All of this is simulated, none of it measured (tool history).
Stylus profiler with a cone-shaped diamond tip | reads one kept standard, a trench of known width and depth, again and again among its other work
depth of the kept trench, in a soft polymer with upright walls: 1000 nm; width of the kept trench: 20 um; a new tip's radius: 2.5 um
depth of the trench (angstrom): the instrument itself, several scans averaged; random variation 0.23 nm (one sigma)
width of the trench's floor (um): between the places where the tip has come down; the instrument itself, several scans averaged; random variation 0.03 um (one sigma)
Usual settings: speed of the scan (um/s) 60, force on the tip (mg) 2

run,hour,speed of the scan (um/s),force on the tip (mg),depth of the trench (angstrom),width of the trench's floor (um)
1,0,60,2,10134.1,14.88
2,53.1,60,2,10132.5,14.83
3,107.3,94,2,10135.2,14.62
4,186.5,94,2,10137.6,14.56
5,273.3,94,2,10139.6,14.5
6,318.1,94,2,10138,14.44
7,368.7,60,2,10146.4,14.52
8,429.9,60,1.49,10128.7,14.44
# hour 435.4: height scale calibrated on a step standard
9,485.9,60,1.49,10134.9,14.38
10,575.7,106,2,10158.2,14.15
# hour 622.3: height scale calibrated on a step standard, once more
11,650.4,60,2,10103.2,14.24
12,701.5,60,2,10110.3,14.19
13,783.7,194,2,10107.7,13.64
14,839.4,90,2.63,10126.5,14.04
15,908.9,183,3.53,10161.1,13.73
16,980.8,183,3.53,10163.2,13.66
17,1056,17,2,10117.1,14.09
18,1145.8,60,4.43,10195,13.95
19,1215.1,60,4.43,10200.2,13.9
20,1262.6,230,1.29,10095.6,12.81
21,1351.1,102,2.5,10145.1,13.58
22,1406.1,102,2.5,10139.6,13.51
23,1493.1,83,1.57,10111.3,13.39
24,1557.1,20,1.61,10113.3,13.71
25,1622.2,20,1.61,10117.6,13.66
26,1702.5,19,3.05,10165.7,13.58

The same runs without the tool's hidden state, with the same run-to-run variation:
The hidden state here: radius of the tip, um; height scale over the true one, %; drift of the gauge itself on depth_nm, %; drift of the gauge itself on floor_um, %.
run,depth of the trench (angstrom),width of the trench's floor (um)
1,10107.3,15.78
2,10104.4,15.78
3,10105.9,15.61
4,10106.2,15.63
5,10106.2,15.64
6,10103.5,15.63
7,10110.4,15.76
8,10091.3,15.73
9,10085.1,15.73
10,10105.9,15.58
11,10103,15.74
12,10108.8,15.74
13,10104.3,15.25
14,10121.8,15.7
15,10154.8,15.45
16,10155,15.43
17,10107,15.92
18,10182.6,15.85
19,10186.1,15.86
20,10080.4,14.82
21,10127.7,15.66
22,10120.7,15.62
23,10090.4,15.58
24,10090.7,15.95
25,10093.6,15.94
26,10139.5,15.93

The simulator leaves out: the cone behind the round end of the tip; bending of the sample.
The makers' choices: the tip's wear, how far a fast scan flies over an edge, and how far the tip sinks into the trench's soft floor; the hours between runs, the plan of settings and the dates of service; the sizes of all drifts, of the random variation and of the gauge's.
